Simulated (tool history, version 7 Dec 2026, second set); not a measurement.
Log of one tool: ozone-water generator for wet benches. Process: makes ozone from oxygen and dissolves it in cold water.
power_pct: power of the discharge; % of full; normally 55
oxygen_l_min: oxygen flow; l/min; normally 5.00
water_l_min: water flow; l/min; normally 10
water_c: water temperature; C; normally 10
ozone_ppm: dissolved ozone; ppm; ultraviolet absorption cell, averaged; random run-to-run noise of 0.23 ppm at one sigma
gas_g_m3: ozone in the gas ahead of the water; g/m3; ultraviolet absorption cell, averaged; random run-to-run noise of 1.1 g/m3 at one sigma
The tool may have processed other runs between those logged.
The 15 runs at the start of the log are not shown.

At hour 1603.3: water thermometer calibrated.
Run 16, hour 1738.2: usual settings. Result: ozone_ppm 27.1 ppm, gas_g_m3 166.9 g/m3.
At hour 1898.1: contactor cleaned.
Run 17, hour 1898.1: usual settings but power_pct 73 % of full, oxygen_l_min 4.00 l/min. Result: ozone_ppm 31.7 ppm, gas_g_m3 207.4 g/m3.
Run 18, hour 2041.5: usual settings but power_pct 73 % of full, oxygen_l_min 4.00 l/min. Result: ozone_ppm 31.5 ppm, gas_g_m3 204.8 g/m3.
Run 19, hour 2132.5: usual settings but power_pct 58 % of full, oxygen_l_min 7.64 l/min, water_l_min 13 l/min, water_c 8 C. Result: ozone_ppm 24.7 ppm, gas_g_m3 140.8 g/m3.
At hour 2148.1: water thermometer calibrated, once more.
Run 20, hour 2211.5: usual settings but power_pct 96 % of full, oxygen_l_min 6.59 l/min, water_c 14 C. Result: ozone_ppm 33.0 ppm, gas_g_m3 182.9 g/m3.
Run 21, hour 2318.8: usual settings but power_pct 96 % of full, oxygen_l_min 6.59 l/min, water_c 14 C. Result: ozone_ppm 32.4 ppm, gas_g_m3 183.5 g/m3.
Run 22, hour 2478.9: usual settings but power_pct 96 % of full, oxygen_l_min 6.59 l/min, water_c 14 C. Result: ozone_ppm 32.3 ppm, gas_g_m3 180.8 g/m3.
Run 23, hour 2550.2: usual settings but water_l_min 12 l/min, water_c 9 C. Result: ozone_ppm 25.1 ppm, gas_g_m3 162.9 g/m3.
Run 24, hour 2674.7: usual settings but water_l_min 12 l/min, water_c 9 C. Result: ozone_ppm 24.3 ppm, gas_g_m3 161.9 g/m3.
Run 25, hour 2780.9: usual settings but water_c 8 C. Result: ozone_ppm 28.4 ppm, gas_g_m3 161.3 g/m3.
Run 26, hour 2861.2: usual settings but water_c 8 C. Result: ozone_ppm 28.4 ppm, gas_g_m3 160.9 g/m3.
Run 27, hour 2975.7: usual settings but water_c 8 C. Result: ozone_ppm 28.3 ppm, gas_g_m3 159.6 g/m3.
Run 28, hour 3055.9: usual settings but water_c 8 C. Result: ozone_ppm 28.1 ppm, gas_g_m3 159.0 g/m3.
Run 29, hour 3151.6: usual settings but water_c 8 C. Result: ozone_ppm 28.2 ppm, gas_g_m3 160.1 g/m3.
Run 30, hour 3264.4: usual settings but power_pct 52 % of full, oxygen_l_min 3.81 l/min. Result: ozone_ppm 26.1 ppm, gas_g_m3 174.2 g/m3.
Run 31, hour 3362.7: usual settings but oxygen_l_min 5.55 l/min, water_c 8 C. Result: ozone_ppm 27.5 ppm, gas_g_m3 151.5 g/m3.
Run 32, hour 3442.4: usual settings but power_pct 58 % of full, oxygen_l_min 6.69 l/min, water_l_min 7 l/min, water_c 16 C. Result: ozone_ppm 28.8 ppm, gas_g_m3 141.3 g/m3.

Branching from run 32: 5 alternative next runs. What would each branch give?
Run A, hour 3572.3: usual settings but power_pct 58 % of full, oxygen_l_min 4.43 l/min, water_l_min 14 l/min, water_c 6 C. Result: ozone_ppm ?, gas_g_m3 ?.
Run B, hour 3572.3: usual settings but power_pct 48 % of full, oxygen_l_min 3.69 l/min. Result: ozone_ppm ?, gas_g_m3 ?.
Run C, hour 3572.3: usual settings but water_l_min 8 l/min. Result: ozone_ppm ?, gas_g_m3 ?.
Run D, hour 3572.3: usual settings but power_pct 58 % of full, oxygen_l_min 6.69 l/min, water_l_min 12 l/min, water_c 16 C. Result: ozone_ppm ?, gas_g_m3 ?.
Run E, hour 3572.3: usual settings but power_pct 58 % of full, oxygen_l_min 3.42 l/min, water_l_min 12 l/min, water_c 12 C. Result: ozone_ppm ?, gas_g_m3 ?.

run  ozone_ppm  gas_g_m3
  A       21.7     169.5
  B       25.0     169.3
  C       30.6     156.5
  D       21.1     139.9
  E       22.1     189.7
Take away the tool's hidden state, keep each run's random variation, and the runs would have read:
run  ozone_ppm  gas_g_m3
  A       28.3     215.6
  B       31.7     210.6
  C       39.4     197.7
  D       27.5     178.1
  E       28.7     241.5

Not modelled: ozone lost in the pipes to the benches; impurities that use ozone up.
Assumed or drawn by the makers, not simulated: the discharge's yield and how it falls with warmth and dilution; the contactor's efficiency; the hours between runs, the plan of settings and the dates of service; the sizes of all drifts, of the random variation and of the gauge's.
